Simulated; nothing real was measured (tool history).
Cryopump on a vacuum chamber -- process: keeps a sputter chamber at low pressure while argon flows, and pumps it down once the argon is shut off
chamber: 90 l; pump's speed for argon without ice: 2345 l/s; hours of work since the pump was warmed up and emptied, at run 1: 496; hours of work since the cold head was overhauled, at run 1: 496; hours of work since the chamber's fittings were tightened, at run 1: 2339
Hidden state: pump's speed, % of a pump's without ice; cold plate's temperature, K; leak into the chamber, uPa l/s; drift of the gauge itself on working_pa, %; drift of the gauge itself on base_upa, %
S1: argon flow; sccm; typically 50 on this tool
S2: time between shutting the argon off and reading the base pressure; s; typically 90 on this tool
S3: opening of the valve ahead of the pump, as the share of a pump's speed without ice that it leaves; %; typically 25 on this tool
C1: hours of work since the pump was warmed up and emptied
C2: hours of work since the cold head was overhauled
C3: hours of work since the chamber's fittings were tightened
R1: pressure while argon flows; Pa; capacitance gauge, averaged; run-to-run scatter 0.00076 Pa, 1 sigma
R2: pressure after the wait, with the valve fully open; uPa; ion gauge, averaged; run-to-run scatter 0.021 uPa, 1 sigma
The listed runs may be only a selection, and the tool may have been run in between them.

run 1 hour=0 | S1=50 S2=90 S3=25 | C1=496 C2=496 C3=2339 | R1=0.1492 R2=1.67
run 2 hour=10.3 | S1=50 S2=90 S3=25 | C1=504 C2=504 C3=2347 | R1=0.149 R2=1.64
run 3 hour=33.6 | S1=50 S2=90 S3=15 | C1=524 C2=524 C3=2367 | R1=0.2453 R2=1.69
run 4 hour=55.1 | S1=50 S2=90 S3=25 | C1=542 C2=542 C3=2385 | R1=0.1495 R2=1.68
run 5 hour=72.2 | S1=26 S2=90 S3=25 | C1=557 C2=557 C3=2400 | R1=0.0781 R2=1.7
run 6 hour=88.8 | S1=50 S2=90 S3=25 | C1=571 C2=571 C3=2414 | R1=0.1509 R2=1.74
run 7 hour=110.8 | S1=50 S2=90 S3=25 | C1=589 C2=589 C3=2433 | R1=0.15 R2=1.71
run 8 hour=125.4 | S1=50 S2=90 S3=44 | C1=602 C2=602 C3=2445 | R1=0.0876 R2=1.75
run 9 hour=141.5 | S1=50 S2=90 S3=44 | C1=615 C2=615 C3=2459 | R1=0.0871 R2=1.72
run 10 hour=157.1 | S1=50 S2=90 S3=44 | C1=629 C2=629 C3=2472 | R1=0.0886 R2=1.8
run 11 hour=171.9 | S1=50 S2=90 S3=25 | C1=641 C2=641 C3=2484 | R1=0.1506 R2=1.81
run 12 hour=191.7 | S1=50 S2=90 S3=25 | C1=658 C2=658 C3=2501 | R1=0.1502 R2=1.84
run 13 hour=215.1 | S1=50 S2=90 S3=25 | C1=678 C2=678 C3=2521 | R1=0.1523 R2=1.82
run 14 hour=230.3 | S1=50 S2=90 S3=25 | C1=691 C2=691 C3=2534 | R1=0.1515 R2=1.85
run 15 hour=247.4 | S1=50 S2=90 S3=25 | C1=705 C2=705 C3=2548 | R1=0.1519 R2=1.85
run 16 hour=257.8 | S1=50 S2=90 S3=25 | C1=714 C2=714 C3=2557 | R1=0.1524 R2=1.82
run 17 hour=268.9 | S1=58 S2=55 S3=25 | C1=723 C2=723 C3=2566 | R1=0.1764 R2=2.08
run 18 hour=281.9 | S1=58 S2=55 S3=25 | C1=734 C2=734 C3=2577 | R1=0.1757 R2=2.09
run 19 hour=296.8 | S1=56 S2=74 S3=25 | C1=747 C2=747 C3=2590 | R1=0.1693 R2=1.98
run 20 hour=319.8 | S1=36 S2=32 S3=25 | C1=766 C2=766 C3=2610 | R1=0.1091 R2=2.52
run 21 hour=336.6 | S1=70 S2=90 S3=32 | C1=781 C2=781 C3=2624 | R1=0.1694 R2=1.96
run 22 hour=355 | S1=51 S2=86 S3=47 | C1=796 C2=796 C3=2639 | R1=0.0882 R2=1.95
run 23 hour=376.9 | S1=49 S2=61 S3=24 | C1=815 C2=815 C3=2658 | R1=0.1567 R2=2.13
run 24 hour=399.9 | S1=36 S2=90 S3=25 | C1=834 C2=834 C3=2677 | R1=0.1109 R2=2.02
run 25 hour=414.7 | S1=63 S2=248 S3=25 | C1=847 C2=847 C3=2690 | R1=0.1936 R2=1.86
run 26 hour=436.6 | S1=63 S2=248 S3=25 | C1=865 C2=865 C3=2708 | R1=0.1946 R2=1.85
run 27 hour=449.6 | S1=68 S2=215 S3=18 | C1=876 C2=876 C3=2720 | R1=0.2853 R2=1.84
run 28 hour=464.1 | S1=34 S2=139 S3=33 | C1=889 C2=889 C3=2732 | R1=0.0815 R2=1.94

Estimate the outcome of run 29 from the log above:
run 29 hour=482.2 | S1=37 S2=205 S3=46 | C1=904 C2=904 C3=2747 | R1=? R2=?

{"run 29": {"R1": 0.0646, "R2": 1.87}}
If the tool had no hidden condition, the same run with the same run-to-run variation would have returned R1 0.0567 Pa, R2 0.28 uPa.
